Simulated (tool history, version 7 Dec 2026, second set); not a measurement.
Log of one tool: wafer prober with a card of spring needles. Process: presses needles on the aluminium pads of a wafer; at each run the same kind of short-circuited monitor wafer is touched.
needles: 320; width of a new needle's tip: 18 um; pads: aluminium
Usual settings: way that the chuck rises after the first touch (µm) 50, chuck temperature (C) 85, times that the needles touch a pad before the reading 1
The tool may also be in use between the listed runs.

| run | hour | way that the chuck rises after the first touch (µm) | chuck temperature (C) | times that the needles touch a pad before the reading | resistance of one needle with its contact and lead (mohm) | way that a needle slides on the pad (µm) |
|---|---|---|---|---|---|---|
| 1 | 0 | 50 | 85 | 1 | 379 | 10.43 |
|  | 1.1 | tips cleaned on abrasive film |
|  | 5.2 | tips cleaned on abrasive film |
|  | 10.3 | tips cleaned on abrasive film |
| 2 | 12 | 50 | 85 | 1 | 314 | 10.39 |
|  | 15.1 | tips cleaned on abrasive film |
|  | 20.1 | tips cleaned on abrasive film |
|  | 25.1 | tips cleaned on abrasive film |
|  | 30.2 | tips cleaned on abrasive film |
| 3 | 32.2 | 50 | 57 | 1 | 341 | 10.39 |
|  | 34.4 | tips cleaned on abrasive film |
|  | 39.3 | tips cleaned on abrasive film |
|  | 44.4 | tips cleaned on abrasive film |
| 4 | 45.7 | 50 | 57 | 1 | 304 | 10.41 |
|  | 48.8 | tips cleaned on abrasive film |
|  | 52.9 | tips cleaned on abrasive film |
|  | 58 | tips cleaned on abrasive film |
|  | 62.9 | tips cleaned on abrasive film |
| 5 | 62.9 | 50 | 57 | 1 | 211 | 10.23 |
|  | 67.9 | tips cleaned on abrasive film |
|  | 73 | tips cleaned on abrasive film |
|  | 78.1 | tips cleaned on abrasive film |
| 6 | 78.4 | 50 | 57 | 1 | 237 | 10.28 |
|  | 82.5 | tips cleaned on abrasive film |
|  | 87.5 | tips cleaned on abrasive film |
|  | 91.6 | tips cleaned on abrasive film |
| 7 | 94.8 | 50 | 57 | 1 | 390 | 10.25 |
|  | 95.9 | tips cleaned on abrasive film |
|  | 100 | tips cleaned on abrasive film |
|  | 104.9 | tips cleaned on abrasive film |
|  | 109 | tips cleaned on abrasive film |
| 8 | 112.3 | 50 | 39 | 1 | 398 | 10.18 |
|  | 113.4 | tips cleaned on abrasive film |
|  | 117.5 | tips cleaned on abrasive film |
|  | 122.6 | tips cleaned on abrasive film |
|  | 126.7 | tips cleaned on abrasive film |
|  | 131.3 | tips cleaned on abrasive film |
| 9 | 131.3 | 50 | 39 | 1 | 204 | 10 |
|  | 136.3 | tips cleaned on abrasive film |
|  | 140.4 | tips cleaned on abrasive film |
|  | 144.6 | tips cleaned on abrasive film |
|  | 149.4 | tips cleaned on abrasive film |
| 10 | 149.4 | 50 | 39 | 2 | 198 | 10.05 |
|  | 154.5 | tips cleaned on abrasive film |
|  | 158.6 | tips cleaned on abrasive film |
|  | 162.7 | tips cleaned on abrasive film |
|  | 166.8 | tips cleaned on abrasive film |
| 11 | 169.8 | 49 | 45 | 3 | 267 | 9.76 |
|  | 170.9 | tips cleaned on abrasive film |
|  | 175 | tips cleaned on abrasive film |
| 12 | 178.9 | 32 | 65 | 2 | 604 | 6.17 |
|  | 180 | tips cleaned on abrasive film |
|  | 184.1 | tips cleaned on abrasive film |
|  | 188.2 | tips cleaned on abrasive film |
| 13 | 190.7 | 67 | 59 | 1 | 285 | 13.68 |
|  | 192.8 | tips cleaned on abrasive film |
|  | 197.9 | tips cleaned on abrasive film |
|  | 202 | tips cleaned on abrasive film |
| 14 | 202.1 | 32 | 85 | 2 | 279 | 6.08 |
|  | 206.2 | tips cleaned on abrasive film |
|  | 210.3 | tips cleaned on abrasive film |
|  | 214.5 | tips cleaned on abrasive film |
|  | 219.3 | tips cleaned on abrasive film |
| 15 | 219.3 | 69 | 70 | 2 | 183 | 14.09 |

5 ways to go on from here, each from the tool as it stands after run 15. What would each give?
|  | 223.4 | tips cleaned on abrasive film |
|  | 228.5 | tips cleaned on abrasive film |
|  | 232.6 | tips cleaned on abrasive film |
|  | 236.8 | tips cleaned on abrasive film |
| A | 236.8 | 38 | 70 | 2 | ? | ? |
|  | 223.4 | tips cleaned on abrasive film |
|  | 228.5 | tips cleaned on abrasive film |
|  | 232.6 | tips cleaned on abrasive film |
|  | 236.8 | tips cleaned on abrasive film |
| B | 236.8 | 50 | 85 | 2 | ? | ? |
|  | 223.4 | tips cleaned on abrasive film |
|  | 228.5 | tips cleaned on abrasive film |
|  | 232.6 | tips cleaned on abrasive film |
|  | 236.8 | tips cleaned on abrasive film |
| C | 236.8 | 68 | 70 | 2 | ? | ? |
|  | 223.4 | tips cleaned on abrasive film |
|  | 228.5 | tips cleaned on abrasive film |
|  | 232.6 | tips cleaned on abrasive film |
|  | 236.8 | tips cleaned on abrasive film |
| D | 236.8 | 65 | 36 | 1 | ? | ? |
|  | 223.4 | tips cleaned on abrasive film |
|  | 228.5 | tips cleaned on abrasive film |
|  | 232.6 | tips cleaned on abrasive film |
|  | 236.8 | tips cleaned on abrasive film |
| E | 236.8 | 50 | 85 | 1 | ? | ? |

| run | resistance of one needle with its contact and lead (mohm) | way that a needle slides on the pad (µm) |
|---|---|---|
| A | 220 | 7.18 |
| B | 203 | 9.85 |
| C | 185 | 13.87 |
| D | 184 | 13.15 |
| E | 207 | 9.91 |
Without the tool's hidden state the same runs would have given:
| run | resistance of one needle with its contact and lead (mohm) | way that a needle slides on the pad (µm) |
|---|---|---|
| A | 194 | 8.16 |
| B | 188 | 10.82 |
| C | 176 | 14.85 |
| D | 171 | 14.13 |
| E | 186 | 10.88 |
